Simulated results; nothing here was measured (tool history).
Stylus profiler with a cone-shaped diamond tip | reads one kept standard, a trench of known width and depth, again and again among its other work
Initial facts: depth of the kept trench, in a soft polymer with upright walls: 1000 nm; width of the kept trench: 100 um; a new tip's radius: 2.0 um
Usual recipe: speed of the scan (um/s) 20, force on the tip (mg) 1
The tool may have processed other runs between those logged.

run   hour  speed of the scan (um/s)  force on the tip (mg)  depth of the trench (nm)  width of the trench's floor (um)
  1      0                        20                      1                   1004.67                             95.81
  2   27.7                        20                   2.09                   1008.78                             95.83
  3     59                        20                   2.09                   1008.42                             95.83
  4   99.5                        20                   0.74                   1003.46                             95.75
  5    127                        20                   0.74                   1003.57                             95.75
  6  163.9                        20                   0.74                   1003.13                             95.75
  7  197.7                        20                   0.74                   1002.97                             95.75
  8  240.1                        20                      1                   1004.25                             95.75
  9  267.7                        20                      1                   1003.23                             95.68
 10  292.4                        20                      1                   1003.04                             95.66
 11    338                        20                      1                   1003.34                             95.69
 12  378.5                         5                   0.72                   1002.22                             95.78
 13  425.3                         7                      1                   1002.89                             95.75
 14  465.3                         7                      1                   1002.72                             95.71
 15  504.3                         7                      1                   1006.34                             95.75
 16    529                         7                   0.44                   1003.53                             95.67
 17  568.8                         8                      1                   1006.14                             95.65
 18  596.4                        14                   0.39                   1003.14                             95.56
 19  637.7                        52                   2.42                   1011.28                             95.56
 20  684.5                        18                      1                   1005.78                             95.54
 21    721                        18                      1                   1005.84                             95.49

Removed from this log: 2 entries logged between the listed runs. Between which two listed runs does each belong, and how does the tool's hidden state at the listed run before it compare with that at the listed run after it?
Runs 8 to 9: height scale calibrated on a step standard (hour 242.6)
  radius of the tip, um: 2.63 -> 2.64; height scale over the true one, %: -0.183 -> -0.298
  measured minus no-state result, depth of the trench (nm): -1.84 -> -2.99; width of the trench's floor (um): -0.67 -> -0.67
Runs 14 to 15: height scale calibrated on a step standard, once more (hour 490.9)
  radius of the tip, um: 2.72 -> 2.73; height scale over the true one, %: -0.318 -> -0.004
  measured minus no-state result, depth of the trench (nm): -3.2 -> -0.04; width of the trench's floor (um): -0.75 -> -0.76

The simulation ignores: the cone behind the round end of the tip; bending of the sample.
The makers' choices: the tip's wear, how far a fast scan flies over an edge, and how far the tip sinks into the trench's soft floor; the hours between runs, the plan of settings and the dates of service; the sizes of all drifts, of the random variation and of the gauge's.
